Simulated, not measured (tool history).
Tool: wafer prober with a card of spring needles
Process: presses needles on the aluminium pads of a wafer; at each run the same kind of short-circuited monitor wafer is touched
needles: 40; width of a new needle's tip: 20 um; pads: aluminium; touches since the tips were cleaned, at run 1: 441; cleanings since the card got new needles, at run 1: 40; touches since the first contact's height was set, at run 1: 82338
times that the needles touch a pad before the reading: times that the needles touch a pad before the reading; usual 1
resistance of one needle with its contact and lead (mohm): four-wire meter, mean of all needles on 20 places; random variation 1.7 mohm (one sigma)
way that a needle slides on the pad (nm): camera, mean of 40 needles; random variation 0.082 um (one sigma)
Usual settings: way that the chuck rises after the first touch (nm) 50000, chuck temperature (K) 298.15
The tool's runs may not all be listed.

run,hour,way that the chuck rises after the first touch (nm),chuck temperature (K),times that the needles touch a pad before the reading,touches since the tips were cleaned,cleanings since the card got new needles,touches since the first contact's height was set,resistance of one needle with its contact and lead (mohm),way that a needle slides on the pad (nm)
1,0.0,50000,298.15,1,441,40,82338,226,6080
# hour 5.1: tips cleaned on abrasive film
2,8.4,50000,298.15,1,962,41,84751,248,6090
# hour 12.6: tips cleaned on abrasive film
# hour 18.8: tips cleaned on abrasive film
# hour 25.4: tips cleaned on abrasive film
3,26.8,50000,298.15,1,411,44,90013,218,5910
# hour 32.3: tips cleaned on abrasive film
# hour 39.4: tips cleaned on abrasive film
4,44.3,50000,298.15,1,1419,46,95038,283,6130
# hour 45.7: tips cleaned on abrasive film
# hour 51.8: tips cleaned on abrasive film
# hour 59.4: tips cleaned on abrasive film
5,60.6,50000,298.15,1,339,49,99674,211,5870
# hour 65.7: tips cleaned on abrasive film
# hour 72.3: tips cleaned on abrasive film
6,78.1,50000,367.15,1,1661,51,104689,299,5830
# hour 79.4: tips cleaned on abrasive film
# hour 86.4: tips cleaned on abrasive film
7,90.0,50000,298.15,1,1047,53,108112,271,5880
# hour 93.1: tips cleaned on abrasive film
# hour 99.8: tips cleaned on abrasive film
8,100.5,50000,298.15,1,195,55,111087,204,5820
# hour 106.0: tips cleaned on abrasive film
# hour 112.3: tips cleaned on abrasive film
9,112.3,50000,298.15,1,0,57,114460,184,5770
# hour 119.1: tips cleaned on abrasive film
# hour 125.3: tips cleaned on abrasive film
10,127.1,50000,298.15,1,524,59,118709,232,5730
# hour 131.6: tips cleaned on abrasive film
# hour 138.5: tips cleaned on abrasive film
11,142.4,50000,298.15,1,1140,61,123093,276,5780
# hour 145.5: tips cleaned on abrasive film
# hour 152.8: tips cleaned on abrasive film
# hour 160.3: tips cleaned on abrasive film
12,162.5,32000,298.15,1,615,64,128820,345,3290
# hour 166.8: tips cleaned on abrasive film
# hour 173.4: tips cleaned on abrasive film
13,178.6,44000,301.15,1,1499,66,133441,343,4860
# hour 179.7: tips cleaned on abrasive film
# hour 186.6: tips cleaned on abrasive film
# hour 192.9: tips cleaned on abrasive film
# hour 194.7: height of the first contact set anew
14,196.1,44000,301.15,1,834,69,400,257,5670
# hour 200.7: tips cleaned on abrasive film
# hour 207.2: tips cleaned on abrasive film
15,212.9,57000,322.15,1,1649,71,5224,253,7460
# hour 214.5: tips cleaned on abrasive film
# hour 221.6: tips cleaned on abrasive film
16,226.0,57000,322.15,2,1302,73,8978,220,7340
# hour 228.4: tips cleaned on abrasive film
# hour 235.2: tips cleaned on abrasive film
# hour 242.2: tips cleaned on abrasive film
17,246.3,31000,381.15,2,1199,76,14770,312,4000
# hour 248.9: tips cleaned on abrasive film
# hour 255.9: tips cleaned on abrasive film
18,256.0,54000,322.15,1,33,78,17542,187,7150
# hour 262.8: tips cleaned on abrasive film
19,265.2,54000,322.15,1,703,79,20176,235,7060
# hour 270.1: tips cleaned on abrasive film
# hour 277.3: tips cleaned on abrasive film
20,282.5,50000,340.15,3,1497,81,25130,221,6400

Forecast each of these 4 alternatives for the next run:
# hour 284.1: tips cleaned on abrasive film
# hour 290.7: tips cleaned on abrasive film
# hour 297.0: tips cleaned on abrasive film
A,301.3,50000,324.15,2,1265,84,30517,?,?
# hour 284.1: tips cleaned on abrasive film
# hour 290.7: tips cleaned on abrasive film
# hour 297.0: tips cleaned on abrasive film
B,301.3,43000,340.15,2,1265,84,30517,?,?
# hour 284.1: tips cleaned on abrasive film
# hour 290.7: tips cleaned on abrasive film
# hour 297.0: tips cleaned on abrasive film
C,301.3,62000,302.15,1,1265,84,30517,?,?
# hour 284.1: tips cleaned on abrasive film
# hour 290.7: tips cleaned on abrasive film
# hour 297.0: tips cleaned on abrasive film
D,301.3,48000,304.15,2,1265,84,30517,?,?

run,resistance of one needle with its contact and lead (mohm),way that a needle slides on the pad (nm)
A,238,6400
B,260,5520
C,234,8110
D,241,6070
Without the tool's hidden state the same runs would have given:
run,resistance of one needle with its contact and lead (mohm),way that a needle slides on the pad (nm)
A,180,6620
B,185,5740
C,169,8320
D,177,6290

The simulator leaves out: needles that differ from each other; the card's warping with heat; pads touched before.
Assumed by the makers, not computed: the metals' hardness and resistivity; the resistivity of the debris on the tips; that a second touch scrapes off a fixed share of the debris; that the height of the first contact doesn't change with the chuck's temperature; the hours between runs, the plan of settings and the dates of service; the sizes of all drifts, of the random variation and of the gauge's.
